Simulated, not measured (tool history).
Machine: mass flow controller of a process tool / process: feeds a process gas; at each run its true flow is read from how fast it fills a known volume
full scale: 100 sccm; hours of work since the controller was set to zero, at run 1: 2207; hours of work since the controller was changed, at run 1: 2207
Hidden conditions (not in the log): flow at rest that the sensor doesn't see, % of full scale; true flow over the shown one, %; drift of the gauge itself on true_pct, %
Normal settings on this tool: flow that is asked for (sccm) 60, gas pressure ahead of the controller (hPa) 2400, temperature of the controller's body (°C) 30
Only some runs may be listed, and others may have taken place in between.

run    hour  flow that is asked for (sccm)  gas pressure ahead of the controller (hPa)  temperature of the controller's body (°C)  hours of work since the controller was set to zero  hours of work since the controller was changed  true flow (%)
  1     0.0                             60                                        2400                                         30                                                2207                                            2207         101.78
  2    81.5                             60                                        2400                                         30                                                2266                                            2266         101.93
  3   114.4                             60                                        2480                                         30                                                2290                                            2290         102.05
  4   177.8                             60                                        2480                                         30                                                2336                                            2336         102.01
  5   235.6                             60                                        2480                                         30                                                2378                                            2378         101.91
  6   310.3                             60                                        2400                                         30                                                2433                                            2433         102.05
  7   343.9                             60                                        2400                                         30                                                2457                                            2457         102.14
  8   382.0                             60                                        2400                                         30                                                2485                                            2485         102.08
  9   440.8                             60                                        2400                                         30                                                2528                                            2528         102.25
 10   484.6                             60                                        2400                                         39                                                2560                                            2560         102.86
 11   517.7                             60                                        2400                                         30                                                2584                                            2584         102.13
      523.5  -- controller's zero set anew
 12   596.2                             60                                        2400                                         30                                                  53                                            2641         102.38
 13   631.2                             73                                        1520                                         30                                                  78                                            2666         102.73
      680.8  -- controller's zero set anew, once more
 14   681.4                             37                                        2400                                         27                                                   0                                            2702         101.52
 15   715.2                             62                                        2400                                         37                                                  25                                            2727         102.67
 16   752.6                             12                                        1430                                         37                                                  52                                            2754         102.37
 17   826.8                             60                                        1870                                         23                                                 106                                            2808         101.77
 18   871.3                             76                                        2400                                         36                                                 139                                            2841         102.85
 19   907.1                             76                                        2400                                         36                                                 165                                            2867         102.80
 20   954.9                             60                                        2070                                         38                                                 200                                            2902         102.77
 21  1016.6                             64                                        1590                                         30                                                 245                                            2946         102.55
 22  1081.0                             64                                        1590                                         30                                                 291                                            2993         102.55

Branching from run 22: 3 alternative next runs. What would each branch give?
  A  1153.6                             54                                        1660                                         25                                                 344                                            3046              ?
  B  1153.6                             11                                        2200                                         30                                                 344                                            3046              ?
  C  1153.6                             60                                        2300                                         27                                                 344                                            3046              ?

run  true flow (%)
  A         102.30
  B         102.08
  C         102.17
The same runs, with their run-to-run variation unchanged, on a tool lacking any hidden condition would have given:
run  true flow (%)
  A          99.63
  B          99.22
  C          99.51
